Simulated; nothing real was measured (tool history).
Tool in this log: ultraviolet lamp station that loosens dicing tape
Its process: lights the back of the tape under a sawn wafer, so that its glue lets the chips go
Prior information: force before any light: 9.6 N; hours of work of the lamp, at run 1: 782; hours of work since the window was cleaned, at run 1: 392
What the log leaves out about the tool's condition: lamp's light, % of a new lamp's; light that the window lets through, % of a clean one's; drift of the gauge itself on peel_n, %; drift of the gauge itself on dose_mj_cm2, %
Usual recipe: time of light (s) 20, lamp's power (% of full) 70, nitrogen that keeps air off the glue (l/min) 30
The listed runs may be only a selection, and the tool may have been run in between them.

| run | hour | time of light (s) | lamp's power (% of full) | nitrogen that keeps air off the glue (l/min) | hours of work of the lamp | hours of work since the window was cleaned | force that peels the tape off (N) | light that reached the tape (J/m2) |
|---|---|---|---|---|---|---|---|---|
| 1 | 0 | 20 | 70 | 30 | 782 | 392 | 2.178 | 1940 |
| 2 | 14.4 | 20 | 70 | 30 | 793 | 403 | 2.226 | 1990 |
| 3 | 40.1 | 20 | 70 | 30 | 813 | 423 | 2.242 | 1890 |
| 4 | 69 | 20 | 70 | 55 | 835 | 445 | 1.846 | 1910 |
| 5 | 91.9 | 20 | 70 | 55 | 853 | 462 | 1.925 | 1860 |
| 6 | 115.2 | 20 | 70 | 55 | 870 | 480 | 1.904 | 1870 |
| 7 | 131.1 | 20 | 70 | 55 | 882 | 492 | 1.98 | 1820 |
|  | 136.7 | window cleaned of glue's vapour |
| 8 | 148.2 | 20 | 72 | 30 | 895 | 9 | 2.329 | 1770 |
| 9 | 174 | 20 | 72 | 30 | 915 | 28 | 2.408 | 1850 |
| 10 | 205 | 20 | 70 | 30 | 938 | 52 | 2.532 | 1700 |
| 11 | 222.1 | 20 | 70 | 30 | 951 | 65 | 2.608 | 1710 |
| 12 | 250.3 | 20 | 70 | 30 | 973 | 87 | 2.678 | 1660 |
| 13 | 276.9 | 20 | 84 | 30 | 993 | 107 | 2.117 | 1990 |
|  | 293.7 | window cleaned of glue's vapour, once more |
| 14 | 294.3 | 22 | 70 | 51 | 1006 | 0 | 1.559 | 2130 |
| 15 | 313.2 | 37 | 70 | 49 | 1021 | 15 | 0.542 | 3560 |
| 16 | 342.8 | 18 | 70 | 27 | 1043 | 37 | 2.664 | 1720 |
| 17 | 367.7 | 31 | 70 | 45 | 1062 | 56 | 0.923 | 2930 |
| 18 | 385.2 | 20 | 73 | 10 | 1076 | 70 | 3.186 | 1940 |
| 19 | 403.9 | 25 | 73 | 28 | 1090 | 84 | 1.58 | 2400 |
| 20 | 417.7 | 25 | 73 | 28 | 1100 | 95 | 1.63 | 2360 |
| 21 | 439.4 | 25 | 73 | 28 | 1117 | 111 | 1.628 | 2400 |
| 22 | 462.3 | 25 | 73 | 28 | 1134 | 129 | 1.644 | 2290 |
| 23 | 477.5 | 25 | 73 | 28 | 1146 | 140 | 1.736 | 2310 |
|  | 480.8 | lamp changed |
| 24 | 492.5 | 25 | 62 | 28 | 9 | 151 | 1.056 | 3040 |
| 25 | 509 | 13 | 100 | 28 | 22 | 164 | 1.45 | 2510 |

Branching from run 25: 5 alternative next runs. What would each branch give?
| A | 525.8 | 13 | 91 | 28 | 34 | 176 | ? | ? |
| B | 525.8 | 13 | 86 | 28 | 34 | 176 | ? | ? |
| C | 525.8 | 20 | 78 | 32 | 34 | 176 | ? | ? |
| D | 525.8 | 26 | 83 | 49 | 34 | 176 | ? | ? |
| E | 525.8 | 19 | 67 | 25 | 34 | 176 | ? | ? |

| run | force that peels the tape off (N) | light that reached the tape (J/m2) |
|---|---|---|
| A | 1.794 | 2260 |
| B | 1.897 | 2130 |
| C | 0.966 | 3010 |
| D | 0.384 | 4100 |
| E | 1.637 | 2430 |
With no hidden state in the tool, these same runs would have given:
| run | force that peels the tape off (N) | light that reached the tape (J/m2) |
|---|---|---|
| A | 1.622 | 2400 |
| B | 1.723 | 2260 |
| C | 0.85 | 3200 |
| D | 0.332 | 4360 |
| E | 1.475 | 2580 |
